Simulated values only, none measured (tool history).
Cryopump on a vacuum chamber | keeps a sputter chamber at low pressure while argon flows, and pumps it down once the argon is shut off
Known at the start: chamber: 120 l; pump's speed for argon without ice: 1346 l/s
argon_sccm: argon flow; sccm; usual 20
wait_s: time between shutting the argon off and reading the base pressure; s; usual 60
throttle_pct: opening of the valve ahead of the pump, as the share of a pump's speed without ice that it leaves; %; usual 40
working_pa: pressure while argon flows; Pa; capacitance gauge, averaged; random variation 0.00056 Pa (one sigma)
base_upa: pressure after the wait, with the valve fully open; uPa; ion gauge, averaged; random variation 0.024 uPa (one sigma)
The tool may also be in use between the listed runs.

run	hour	argon_sccm	wait_s	throttle_pct	working_pa	base_upa
1	0	20	60	40	0.0648	0.89
2	10.5	20	60	40	0.0643	0.9
3	18.3	20	60	40	0.0644	0.95
4	30.8	20	60	40	0.0636	0.95
5	37.5	20	60	40	0.0639	0.91
6	46.1	20	60	40	0.0648	0.93
7	60.5	20	60	40	0.0649	0.96
8	73.3	21	85	40	0.0672	0.75
9	86.6	20	217	42	0.0616	0.48
10	95.5	27	89	15	0.2283	0.78
11	103.2	27	93	25	0.1377	0.74
12	109.9	27	93	25	0.1366	0.72
13	124.6	27	67	17	0.2034	0.92
14	135.7	27	67	17	0.2022	0.9

Forecast each of these 4 alternatives for the next run:
A	144.2	16	29	40	?	?
B	144.2	31	60	40	?	?
C	144.2	36	294	28	?	?
D	144.2	27	67	34	?	?

run	working_pa	base_upa
A	0.0518	1.73
B	0.1	0.95
C	0.1645	0.52
D	0.1023	0.86
Without the tool's hidden state the same runs would have given:
run	working_pa	base_upa
A	0.0502	1.59
B	0.097	0.82
C	0.161	0.38
D	0.0996	0.72

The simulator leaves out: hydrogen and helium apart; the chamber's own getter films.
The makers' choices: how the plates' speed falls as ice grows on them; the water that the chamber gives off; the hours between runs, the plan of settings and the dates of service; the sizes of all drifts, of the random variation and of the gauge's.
